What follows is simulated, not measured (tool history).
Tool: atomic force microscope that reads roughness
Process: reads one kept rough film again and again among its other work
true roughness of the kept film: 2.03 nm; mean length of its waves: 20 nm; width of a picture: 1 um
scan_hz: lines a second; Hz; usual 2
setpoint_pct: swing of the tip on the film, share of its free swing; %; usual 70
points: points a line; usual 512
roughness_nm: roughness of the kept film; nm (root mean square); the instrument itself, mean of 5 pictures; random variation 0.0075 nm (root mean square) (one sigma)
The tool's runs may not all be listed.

run 1 hour=0 | scan_hz=2 setpoint_pct=70 points=512 | roughness_nm=1.471
run 2 hour=10.8 | scan_hz=2 setpoint_pct=70 points=512 | roughness_nm=1.436
run 3 hour=20.9 | scan_hz=2 setpoint_pct=70 points=512 | roughness_nm=1.404
run 4 hour=42.7 | scan_hz=2 setpoint_pct=70 points=512 | roughness_nm=1.335
run 5 hour=64.7 | scan_hz=2 setpoint_pct=71 points=512 | roughness_nm=1.282
run 6 hour=83.9 | scan_hz=2 setpoint_pct=70 points=387 | roughness_nm=1.225
run 7 hour=97.5 | scan_hz=3.69 setpoint_pct=66 points=440 | roughness_nm=1.169
run 8 hour=110.9 | scan_hz=0.84 setpoint_pct=66 points=657 | roughness_nm=1.22
run 9 hour=128 | scan_hz=1.31 setpoint_pct=79 points=789 | roughness_nm=1.144
-- hour=133.2 new tip fitted
run 10 hour=144.8 | scan_hz=1.31 setpoint_pct=67 points=789 | roughness_nm=1.589
run 11 hour=158.9 | scan_hz=0.75 setpoint_pct=87 points=297 | roughness_nm=1.471
run 12 hour=168.6 | scan_hz=1.68 setpoint_pct=70 points=512 | roughness_nm=1.459

3 ways to go on from here, each from the tool as it stands after run 12. What would each give?
run A hour=180.3 | scan_hz=2 setpoint_pct=61 points=494 | roughness_nm=?
run B hour=180.3 | scan_hz=1.68 setpoint_pct=81 points=512 | roughness_nm=?
run C hour=180.3 | scan_hz=1.68 setpoint_pct=70 points=290 | roughness_nm=?

run=A roughness_nm=1.443
run=B roughness_nm=1.366
run=C roughness_nm=1.392
Without the tool's hidden state the same runs would have given:
run=A roughness_nm=1.622
run=B roughness_nm=1.535
run=C roughness_nm=1.565
